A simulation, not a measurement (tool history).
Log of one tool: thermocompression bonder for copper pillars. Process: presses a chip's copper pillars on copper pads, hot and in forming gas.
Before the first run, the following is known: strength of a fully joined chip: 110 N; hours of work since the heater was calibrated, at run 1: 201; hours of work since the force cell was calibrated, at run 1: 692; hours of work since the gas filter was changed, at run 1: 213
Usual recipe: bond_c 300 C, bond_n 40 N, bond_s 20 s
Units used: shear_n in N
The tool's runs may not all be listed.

run,hour,bond_c,bond_n,bond_s,hours of work since the heater was calibrated,hours of work since the force cell was calibrated,hours of work since the gas filter was changed,shear_n
1,0,300,40,20,201,692,213,41.3
2,6.5,300,40,20,205,697,218,43.1
3,13.9,290,40,20,211,703,223,38
4,20.8,290,40,20,216,708,229,38.3
5,27.4,290,40,22,221,713,234,39.7
6,37.5,300,40,20,229,721,241,41.3
7,47.6,300,40,55,237,728,249,59.8
8,54.3,300,40,55,242,733,254,59.9
9,64.1,300,40,55,249,741,262,58.9
10,70.8,314,40,20,254,746,267,49
11,77,314,40,20,259,751,271,48.4
12,88.2,327,40,20,268,759,280,54.2
13,97.6,327,40,20,275,766,287,51
14,105.1,327,40,20,281,772,293,53.9
# hour 107.9: heater calibrated with a thermocouple chip
15,113.6,300,40,17,4,777,298,39.7
16,124.2,272,55,20,12,785,306,46
17,130.3,272,55,20,17,790,310,46
18,139.5,302,28,18,24,797,317,25.6
19,147.8,272,28,18,30,803,324,18.2
20,154.9,325,40,20,36,809,329,50
# hour 159.7: heater calibrated with a thermocouple chip, once more
21,165.5,305,40,21,4,815,336,43.5
22,175.3,300,36,55,12,823,343,52.3
23,184,278,48,20,18,829,350,40.9
24,190.2,286,27,30,23,834,355,25.9
25,198.6,273,40,19,30,840,361,30.7
26,207.9,273,28,18,37,847,368,18.8
27,217.8,308,37,20,44,855,376,40.9
28,223.2,284,33,10,48,859,380,19.9

Selected run-to-run steps in shear_n, each split into two signed amounts: the part the tool would show with no hidden state at all (from settings, incoming material and random variation), and the remainder, which goes to the hidden state together with any gauge scatter not common to the measured and the hidden-state-free results:
What the log doesn't record here: true temperature of the bond over the reading, C; force that reaches the chip, % of what is set; oxide that the forming gas leaves, % of the face; drift of the gauge itself on shear_n, %.
Run 19 -> 20: bond_c 272 -> 325, bond_n 28 -> 40, bond_s 18 -> 20. shear_n +31.8 N: hidden state -1.5, all else +33.3.
Run 26 -> 27: bond_c 273 -> 308, bond_n 28 -> 37, bond_s 18 -> 20. shear_n +22.1 N: hidden state -1.4, all else +23.5.
